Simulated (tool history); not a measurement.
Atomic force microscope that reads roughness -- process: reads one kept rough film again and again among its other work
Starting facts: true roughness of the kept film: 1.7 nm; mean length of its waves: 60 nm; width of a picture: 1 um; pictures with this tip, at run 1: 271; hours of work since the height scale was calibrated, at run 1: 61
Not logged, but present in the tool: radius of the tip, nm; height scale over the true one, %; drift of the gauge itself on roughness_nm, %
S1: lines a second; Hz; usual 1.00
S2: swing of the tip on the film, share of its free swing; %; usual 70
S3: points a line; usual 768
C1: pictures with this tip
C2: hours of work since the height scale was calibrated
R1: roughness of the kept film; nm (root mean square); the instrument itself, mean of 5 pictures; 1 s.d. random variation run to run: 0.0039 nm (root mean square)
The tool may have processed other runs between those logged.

{"run": 1, "hour": 0.0, "S1": 1.0, "S2": 70, "S3": 768, "C1": 271, "C2": 61, "R1": 1.535}
{"hour": 3.2, "done": "new tip fitted"}
{"run": 2, "hour": 7.1, "S1": 1.0, "S2": 70, "S3": 768, "C1": 4, "C2": 65, "R1": 1.558}
{"run": 3, "hour": 17.2, "S1": 1.06, "S2": 70, "S3": 768, "C1": 16, "C2": 71, "R1": 1.568}
{"run": 4, "hour": 30.3, "S1": 1.0, "S2": 63, "S3": 768, "C1": 31, "C2": 79, "R1": 1.598}
{"run": 5, "hour": 41.4, "S1": 1.0, "S2": 63, "S3": 768, "C1": 43, "C2": 86, "R1": 1.597}
{"run": 6, "hour": 53.4, "S1": 1.46, "S2": 70, "S3": 768, "C1": 57, "C2": 93, "R1": 1.525}
{"run": 7, "hour": 63.8, "S1": 1.46, "S2": 86, "S3": 768, "C1": 69, "C2": 100, "R1": 1.367}
{"run": 8, "hour": 73.0, "S1": 1.0, "S2": 70, "S3": 768, "C1": 79, "C2": 105, "R1": 1.564}
{"run": 9, "hour": 79.4, "S1": 1.75, "S2": 70, "S3": 768, "C1": 86, "C2": 109, "R1": 1.499}
{"run": 10, "hour": 90.6, "S1": 2.81, "S2": 70, "S3": 768, "C1": 99, "C2": 116, "R1": 1.405}
{"run": 11, "hour": 99.5, "S1": 2.81, "S2": 70, "S3": 768, "C1": 109, "C2": 121, "R1": 1.404}
{"run": 12, "hour": 110.8, "S1": 1.0, "S2": 70, "S3": 768, "C1": 122, "C2": 128, "R1": 1.557}
{"run": 13, "hour": 124.5, "S1": 1.0, "S2": 70, "S3": 768, "C1": 137, "C2": 137, "R1": 1.552}
{"run": 14, "hour": 130.5, "S1": 1.0, "S2": 70, "S3": 768, "C1": 144, "C2": 140, "R1": 1.557}
{"run": 15, "hour": 141.3, "S1": 1.0, "S2": 70, "S3": 768, "C1": 157, "C2": 147, "R1": 1.548}
{"run": 16, "hour": 154.1, "S1": 1.0, "S2": 70, "S3": 768, "C1": 171, "C2": 155, "R1": 1.548}
{"run": 17, "hour": 168.3, "S1": 1.3, "S2": 70, "S3": 768, "C1": 187, "C2": 163, "R1": 1.515}
{"run": 18, "hour": 179.7, "S1": 1.3, "S2": 70, "S3": 768, "C1": 200, "C2": 170, "R1": 1.523}
{"run": 19, "hour": 189.0, "S1": 1.3, "S2": 70, "S3": 768, "C1": 211, "C2": 176, "R1": 1.517}
{"run": 20, "hour": 200.4, "S1": 1.0, "S2": 70, "S3": 540, "C1": 224, "C2": 183, "R1": 1.548}
{"run": 21, "hour": 209.4, "S1": 2.86, "S2": 70, "S3": 768, "C1": 234, "C2": 188, "R1": 1.382}
{"run": 22, "hour": 221.1, "S1": 2.86, "S2": 70, "S3": 768, "C1": 247, "C2": 195, "R1": 1.388}
{"run": 23, "hour": 234.7, "S1": 2.86, "S2": 70, "S3": 768, "C1": 263, "C2": 204, "R1": 1.379}
{"run": 24, "hour": 244.2, "S1": 1.0, "S2": 70, "S3": 768, "C1": 273, "C2": 210, "R1": 1.54}
{"hour": 245.7, "done": "new tip fitted"}
{"run": 25, "hour": 256.6, "S1": 1.0, "S2": 70, "S3": 768, "C1": 13, "C2": 217, "R1": 1.567}
{"hour": 258.4, "done": "height scale calibrated on a step standard"}
{"run": 26, "hour": 267.5, "S1": 1.0, "S2": 89, "S3": 768, "C1": 24, "C2": 6, "R1": 1.428}
{"run": 27, "hour": 277.6, "S1": 1.0, "S2": 89, "S3": 768, "C1": 36, "C2": 12, "R1": 1.414}
{"run": 28, "hour": 291.9, "S1": 1.02, "S2": 79, "S3": 506, "C1": 52, "C2": 20, "R1": 1.489}
{"run": 29, "hour": 300.0, "S1": 2.75, "S2": 61, "S3": 321, "C1": 61, "C2": 25, "R1": 1.496}
{"run": 30, "hour": 309.7, "S1": 2.75, "S2": 61, "S3": 321, "C1": 72, "C2": 31, "R1": 1.5}
{"hour": 312.2, "done": "height scale calibrated on a step standard, once more"}
{"run": 31, "hour": 320.6, "S1": 0.92, "S2": 70, "S3": 1021, "C1": 83, "C2": 5, "R1": 1.578}
{"run": 32, "hour": 334.4, "S1": 1.0, "S2": 62, "S3": 664, "C1": 99, "C2": 13, "R1": 1.603}
{"run": 33, "hour": 340.9, "S1": 1.0, "S2": 62, "S3": 664, "C1": 106, "C2": 17, "R1": 1.608}
{"run": 34, "hour": 349.4, "S1": 1.0, "S2": 62, "S3": 664, "C1": 116, "C2": 23, "R1": 1.603}
{"run": 35, "hour": 359.9, "S1": 1.0, "S2": 81, "S3": 664, "C1": 128, "C2": 29, "R1": 1.492}
{"run": 36, "hour": 373.2, "S1": 1.37, "S2": 58, "S3": 430, "C1": 143, "C2": 37, "R1": 1.593}
{"run": 37, "hour": 380.2, "S1": 1.37, "S2": 89, "S3": 393, "C1": 151, "C2": 41, "R1": 1.342}
{"run": 38, "hour": 394.4, "S1": 0.6, "S2": 66, "S3": 393, "C1": 167, "C2": 50, "R1": 1.611}
{"run": 39, "hour": 408.7, "S1": 1.67, "S2": 70, "S3": 517, "C1": 183, "C2": 59, "R1": 1.497}
{"run": 40, "hour": 419.5, "S1": 1.67, "S2": 70, "S3": 517, "C1": 195, "C2": 65, "R1": 1.486}
{"run": 41, "hour": 433.3, "S1": 3.89, "S2": 55, "S3": 509, "C1": 211, "C2": 74, "R1": 1.504}
{"run": 42, "hour": 440.0, "S1": 0.51, "S2": 61, "S3": 1001, "C1": 219, "C2": 78, "R1": 1.621}
{"run": 43, "hour": 453.4, "S1": 3.79, "S2": 61, "S3": 1001, "C1": 234, "C2": 86, "R1": 1.442}
{"run": 44, "hour": 466.8, "S1": 1.3, "S2": 68, "S3": 588, "C1": 249, "C2": 94, "R1": 1.531}
{"run": 45, "hour": 480.7, "S1": 3.34, "S2": 68, "S3": 479, "C1": 265, "C2": 103, "R1": 1.377}
{"hour": 489.6, "done": "new tip fitted"}
{"run": 46, "hour": 493.5, "S1": 3.34, "S2": 68, "S3": 479, "C1": 5, "C2": 110, "R1": 1.408}
{"run": 47, "hour": 507.4, "S1": 2.33, "S2": 67, "S3": 471, "C1": 21, "C2": 119, "R1": 1.483}
{"run": 48, "hour": 515.7, "S1": 1.31, "S2": 67, "S3": 342, "C1": 30, "C2": 124, "R1": 1.553}
{"run": 49, "hour": 523.8, "S1": 0.85, "S2": 63, "S3": 279, "C1": 39, "C2": 129, "R1": 1.606}
{"run": 50, "hour": 536.2, "S1": 0.85, "S2": 63, "S3": 279, "C1": 53, "C2": 136, "R1": 1.614}
{"run": 51, "hour": 544.8, "S1": 0.79, "S2": 70, "S3": 277, "C1": 63, "C2": 142, "R1": 1.581}
{"run": 52, "hour": 556.3, "S1": 0.68, "S2": 69, "S3": 350, "C1": 76, "C2": 149, "R1": 1.595}

What differs in the tool's unlogged condition from the final listed run ahead of each entry between runs to the first listed run following it?
Logged between run 1 and run 2: new tip fitted (hour 3.2)
  radius of the tip, nm: 18.8 -> 7.3; height scale over the true one, %: -0.19 -> -0.2
  measured value less the no-hidden-state value, R1: -0.036 -> -0.004 nm (root mean square)
Logged between run 24 and run 25: new tip fitted (hour 245.7)
  radius of the tip, nm: 18.5 -> 8.1; height scale over the true one, %: -0.46 -> -0.47
  measured value less the no-hidden-state value, R1: -0.040 -> -0.010 nm (root mean square)
Logged between run 25 and run 26: height scale calibrated on a step standard (hour 258.4)
  radius of the tip, nm: 8.1 -> 8.5; height scale over the true one, %: -0.47 -> -0.71
  measured value less the no-hidden-state value, R1: -0.010 -> -0.014 nm (root mean square)
Logged between run 30 and run 31: height scale calibrated on a step standard, once more (hour 312.2)
  radius of the tip, nm: 10.5 -> 11; height scale over the true one, %: -0.75 -> 0.21
  measured value less the no-hidden-state value, R1: -0.021 -> -0.008 nm (root mean square)
Logged between run 45 and run 46: new tip fitted (hour 489.6)
  radius of the tip, nm: 18.6 -> 7.3; height scale over the true one, %: 0.04 -> 0.03
  measured value less the no-hidden-state value, R1: -0.028 -> +0.000 nm (root mean square)
